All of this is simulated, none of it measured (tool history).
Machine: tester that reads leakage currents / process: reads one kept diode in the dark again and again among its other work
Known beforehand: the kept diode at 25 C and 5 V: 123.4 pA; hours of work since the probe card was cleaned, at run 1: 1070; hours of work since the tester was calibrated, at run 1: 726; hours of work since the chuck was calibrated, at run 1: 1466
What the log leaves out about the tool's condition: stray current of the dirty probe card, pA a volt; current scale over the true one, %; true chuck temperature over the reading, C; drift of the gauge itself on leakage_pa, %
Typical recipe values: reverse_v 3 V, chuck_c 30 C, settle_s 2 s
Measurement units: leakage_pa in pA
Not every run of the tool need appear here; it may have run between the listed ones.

| run | hour | reverse_v | chuck_c | settle_s | hours of work since the probe card was cleaned | hours of work since the tester was calibrated | hours of work since the chuck was calibrated | leakage_pa |
|---|---|---|---|---|---|---|---|---|
| 1 | 0 | 3 | 30 | 2 | 1070 | 726 | 1466 | 156.96 |
| 2 | 55.5 | 3 | 30 | 2 | 1101 | 757 | 1497 | 158.32 |
|  | 116.6 | chuck's temperature calibrated |
| 3 | 142 | 3 | 30 | 2 | 1149 | 805 | 14 | 157.26 |
| 4 | 250.3 | 3 | 30 | 2 | 1210 | 866 | 76 | 157.24 |
| 5 | 299.8 | 1.61 | 30 | 2 | 1238 | 894 | 104 | 120.44 |
| 6 | 376.4 | 3 | 30 | 2 | 1282 | 937 | 147 | 157.73 |
| 7 | 459.4 | 3 | 30 | 2 | 1328 | 984 | 194 | 158.05 |
| 8 | 540.1 | 3 | 30 | 2 | 1374 | 1030 | 239 | 157.55 |
| 9 | 628.6 | 3 | 30 | 0.41 | 1424 | 1080 | 289 | 159.18 |
| 10 | 693.2 | 3 | 30 | 2 | 1461 | 1116 | 326 | 157.64 |
| 11 | 751.7 | 3 | 30 | 2 | 1494 | 1149 | 359 | 157.84 |
| 12 | 828 | 3 | 30 | 2 | 1537 | 1192 | 402 | 156.93 |
| 13 | 888.6 | 3 | 30 | 2 | 1571 | 1227 | 436 | 157.59 |
| 14 | 944 | 3 | 30 | 2 | 1602 | 1258 | 468 | 157.98 |
| 15 | 997.2 | 3 | 30 | 2 | 1632 | 1288 | 498 | 157.36 |
| 16 | 1072.4 | 3 | 30 | 4.35 | 1675 | 1331 | 540 | 157.51 |
| 17 | 1151.8 | 3 | 30 | 4.35 | 1720 | 1375 | 585 | 157.79 |
| 18 | 1220.4 | 3 | 30 | 0.34 | 1758 | 1414 | 624 | 160.7 |
| 19 | 1289.5 | 3 | 30 | 0.34 | 1797 | 1453 | 663 | 161.14 |
| 20 | 1362.3 | 3 | 30 | 0.34 | 1839 | 1494 | 704 | 159.92 |
| 21 | 1466.5 | 3 | 44 | 2 | 1897 | 1553 | 763 | 528.9 |
| 22 | 1522.9 | 3 | 44 | 2 | 1929 | 1585 | 795 | 529.75 |
| 23 | 1575 | 1.08 | 40 | 4.46 | 1959 | 1615 | 824 | 243.28 |
| 24 | 1660.2 | 7.14 | 40 | 4.62 | 2007 | 1663 | 872 | 546.58 |
| 25 | 1768.4 | 8.57 | 50 | 1.61 | 2068 | 1724 | 933 | 1349.01 |
| 26 | 1832.1 | 15.97 | 50 | 3.72 | 2104 | 1760 | 969 | 1765.44 |
| 27 | 1902.5 | 13.94 | 30 | 1.07 | 2144 | 1800 | 1009 | 308.15 |
| 28 | 1961 | 3 | 30 | 0.97 | 2177 | 1833 | 1042 | 157.95 |
| 29 | 2024.5 | 3 | 43 | 1.12 | 2213 | 1869 | 1078 | 484.18 |
| 30 | 2091.6 | 4.7 | 26 | 0.94 | 2251 | 1907 | 1116 | 133.95 |
| 31 | 2173.8 | 16.52 | 26 | 0.94 | 2297 | 1953 | 1162 | 232.35 |

Expected results for the next run?
| 32 | 2250.5 | 16.52 | 27 | 0.94 | 2340 | 1996 | 1206 | ? |

Run 32 measured leakage_pa 254.98 pA.
With the hidden condition absent and the run-to-run variation left alone, this run would have shown leakage_pa 254.72 pA.

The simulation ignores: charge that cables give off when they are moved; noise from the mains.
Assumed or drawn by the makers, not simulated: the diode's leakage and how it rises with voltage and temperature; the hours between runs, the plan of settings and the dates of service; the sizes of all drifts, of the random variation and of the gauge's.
